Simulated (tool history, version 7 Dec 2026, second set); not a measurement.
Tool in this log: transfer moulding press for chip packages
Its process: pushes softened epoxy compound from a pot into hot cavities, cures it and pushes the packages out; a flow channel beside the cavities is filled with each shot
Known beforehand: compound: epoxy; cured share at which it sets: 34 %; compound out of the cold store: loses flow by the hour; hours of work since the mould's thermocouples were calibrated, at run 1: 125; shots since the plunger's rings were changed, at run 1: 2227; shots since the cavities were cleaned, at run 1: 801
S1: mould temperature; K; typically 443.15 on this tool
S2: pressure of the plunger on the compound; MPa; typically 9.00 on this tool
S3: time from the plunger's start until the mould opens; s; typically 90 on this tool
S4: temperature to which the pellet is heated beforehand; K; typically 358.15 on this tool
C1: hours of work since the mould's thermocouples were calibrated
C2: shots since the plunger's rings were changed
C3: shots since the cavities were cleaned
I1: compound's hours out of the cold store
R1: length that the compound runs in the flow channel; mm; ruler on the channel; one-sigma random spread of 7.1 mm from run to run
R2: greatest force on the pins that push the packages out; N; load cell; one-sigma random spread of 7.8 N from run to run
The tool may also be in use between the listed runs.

| run | hour | S1 | S2 | S3 | S4 | C1 | C2 | C3 | I1 | R1 | R2 |
|---|---|---|---|---|---|---|---|---|---|---|---|
| 1 | 0.0 | 443.15 | 9.00 | 90 | 358.15 | 125 | 2227 | 801 | 23.3 | 852 | 487 |
|  | 7.8 | cavities cleaned with cleaning compound and waxed |
| 2 | 18.9 | 443.15 | 7.17 | 90 | 358.15 | 133 | 2377 | 96 | 31.8 | 725 | 370 |
| 3 | 30.1 | 443.15 | 7.17 | 90 | 358.15 | 139 | 2474 | 193 | 15.7 | 785 | 422 |
| 4 | 49.6 | 443.15 | 7.17 | 90 | 364.15 | 148 | 2642 | 361 | 34.1 | 721 | 411 |
| 5 | 60.3 | 443.15 | 7.17 | 90 | 364.15 | 153 | 2734 | 453 | 21.6 | 752 | 442 |
| 6 | 71.1 | 443.15 | 7.17 | 90 | 364.15 | 159 | 2827 | 546 | 46.9 | 677 | 443 |
| 7 | 86.5 | 444.15 | 9.00 | 90 | 358.15 | 166 | 2960 | 679 | 19.6 | 832 | 448 |
| 8 | 97.9 | 444.15 | 9.00 | 90 | 358.15 | 172 | 3058 | 777 | 8.3 | 900 | 470 |
|  | 108.5 | cavities cleaned with cleaning compound and waxed |
| 9 | 113.4 | 444.15 | 9.00 | 90 | 358.15 | 178 | 3179 | 43 | 22.5 | 831 | 356 |
| 10 | 121.5 | 435.15 | 9.00 | 90 | 358.15 | 182 | 3249 | 113 | 43.8 | 790 | 567 |
| 11 | 139.2 | 446.15 | 9.00 | 90 | 358.15 | 191 | 3401 | 265 | 42.7 | 762 | 368 |
| 12 | 155.4 | 443.15 | 7.42 | 90 | 358.15 | 199 | 3541 | 405 | 8.0 | 816 | 464 |
| 13 | 168.8 | 440.15 | 7.42 | 90 | 358.15 | 205 | 3657 | 521 | 45.1 | 690 | 481 |
|  | 172.5 | mould's thermocouples calibrated |
| 14 | 187.9 | 443.15 | 7.26 | 90 | 358.15 | 7 | 3804 | 668 | 27.3 | 725 | 465 |
|  | 194.0 | plunger's sealing rings changed |
| 15 | 199.5 | 443.15 | 7.26 | 90 | 358.15 | 12 | 48 | 747 | 44.6 | 714 | 465 |
| 16 | 209.8 | 435.15 | 10.54 | 78 | 356.15 | 17 | 137 | 836 | 31.3 | 934 | 1032 |
|  | 212.9 | cavities cleaned with cleaning compound and waxed |
| 17 | 221.7 | 436.15 | 8.66 | 85 | 359.15 | 22 | 226 | 76 | 27.6 | 839 | 636 |
| 18 | 232.1 | 445.15 | 8.80 | 116 | 366.15 | 27 | 316 | 166 | 22.8 | 850 | 320 |
| 19 | 240.9 | 445.15 | 8.80 | 116 | 366.15 | 31 | 392 | 242 | 39.0 | 786 | 325 |
|  | 247.3 | mould's thermocouples calibrated, once more |
| 20 | 260.2 | 446.15 | 10.95 | 110 | 359.15 | 6 | 541 | 391 | 29.3 | 920 | 362 |
| 21 | 273.5 | 446.15 | 10.95 | 77 | 359.15 | 13 | 655 | 505 | 26.3 | 924 | 536 |
| 22 | 288.0 | 443.15 | 10.67 | 86 | 367.15 | 20 | 780 | 630 | 18.8 | 940 | 518 |
| 23 | 298.5 | 443.15 | 10.70 | 90 | 358.15 | 25 | 871 | 721 | 18.0 | 954 | 487 |
|  | 315.7 | cavities cleaned with cleaning compound and waxed |
| 24 | 316.5 | 440.15 | 9.00 | 72 | 358.15 | 33 | 1013 | 7 | 32.8 | 828 | 690 |
| 25 | 325.7 | 449.15 | 9.00 | 90 | 364.15 | 37 | 1093 | 87 | 27.2 | 827 | 314 |
| 26 | 341.1 | 449.15 | 9.00 | 90 | 361.15 | 45 | 1226 | 220 | 42.2 | 769 | 343 |
| 27 | 351.0 | 449.15 | 9.00 | 90 | 361.15 | 49 | 1311 | 305 | 22.9 | 828 | 359 |
| 28 | 370.0 | 449.15 | 7.34 | 90 | 361.15 | 59 | 1474 | 468 | 16.7 | 772 | 394 |

What if the next run were any one of these 5? Each begins from the tool's condition after run 28:
| A | 388.0 | 440.15 | 9.00 | 120 | 358.15 | 67 | 1630 | 624 | 32.3 | ? | ? |
| B | 388.0 | 449.15 | 7.34 | 116 | 361.15 | 67 | 1630 | 624 | 33.9 | ? | ? |
| C | 388.0 | 445.15 | 7.95 | 90 | 361.15 | 67 | 1630 | 624 | 32.5 | ? | ? |
| D | 388.0 | 443.15 | 7.34 | 110 | 368.15 | 67 | 1630 | 624 | 34.1 | ? | ? |
| E | 388.0 | 437.15 | 9.00 | 90 | 358.15 | 67 | 1630 | 624 | 20.0 | ? | ? |

| run | R1 | R2 |
|---|---|---|
| A | 816 | 384 |
| B | 710 | 380 |
| C | 760 | 421 |
| D | 721 | 404 |
| E | 877 | 663 |
The same runs, with their run-to-run variation unchanged, on a tool lacking any hidden condition would have given:
| run | R1 | R2 |
|---|---|---|
| A | 835 | 278 |
| B | 726 | 275 |
| C | 778 | 306 |
| D | 738 | 295 |
| E | 898 | 480 |
